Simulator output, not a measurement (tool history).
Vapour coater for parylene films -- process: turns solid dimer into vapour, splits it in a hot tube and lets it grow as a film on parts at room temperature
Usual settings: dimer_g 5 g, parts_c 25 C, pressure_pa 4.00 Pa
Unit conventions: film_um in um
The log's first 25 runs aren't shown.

{"run": 26, "hour": 1126.5, "dimer_g": 6, "parts_c": 35, "pressure_pa": 8.58, "film_um": 1.96}
{"run": 27, "hour": 1181.2, "dimer_g": 2, "parts_c": 32, "pressure_pa": 11.92, "film_um": 0.72}
{"run": 28, "hour": 1212.9, "dimer_g": 5, "parts_c": 25, "pressure_pa": 5.13, "film_um": 2.88}
{"run": 29, "hour": 1241.9, "dimer_g": 5, "parts_c": 20, "pressure_pa": 4.0, "film_um": 3.75}
{"run": 30, "hour": 1292.2, "dimer_g": 7, "parts_c": 18, "pressure_pa": 9.32, "film_um": 5.26}
{"run": 31, "hour": 1337.2, "dimer_g": 7, "parts_c": 18, "pressure_pa": 9.32, "film_um": 5.29}
{"run": 32, "hour": 1387.8, "dimer_g": 2, "parts_c": 35, "pressure_pa": 10.92, "film_um": 0.65}
{"run": 33, "hour": 1454.0, "dimer_g": 5, "parts_c": 18, "pressure_pa": 2.05, "film_um": 3.76}
{"run": 34, "hour": 1487.9, "dimer_g": 4, "parts_c": 24, "pressure_pa": 11.32, "film_um": 2.23}
{"run": 35, "hour": 1520.7, "dimer_g": 9, "parts_c": 20, "pressure_pa": 6.6, "film_um": 6.52}

Alternative continuations, all from the tool just after run 35; predict every row:
{"run": "A", "hour": 1556.3, "dimer_g": 5, "parts_c": 25, "pressure_pa": 4.56, "film_um": "?"}
{"run": "B", "hour": 1556.3, "dimer_g": 2, "parts_c": 20, "pressure_pa": 6.6, "film_um": "?"}
{"run": "C", "hour": 1556.3, "dimer_g": 6, "parts_c": 28, "pressure_pa": 2.52, "film_um": "?"}
{"run": "D", "hour": 1556.3, "dimer_g": 9, "parts_c": 29, "pressure_pa": 6.6, "film_um": "?"}

run=A film_um=2.95
run=B film_um=1.44
run=C film_um=3.27
run=D film_um=4.15
Take away the tool's hidden state, keep each run's random variation, and the runs would have read:
run=A film_um=2.89
run=B film_um=1.42
run=C film_um=3.21
run=D film_um=4.07
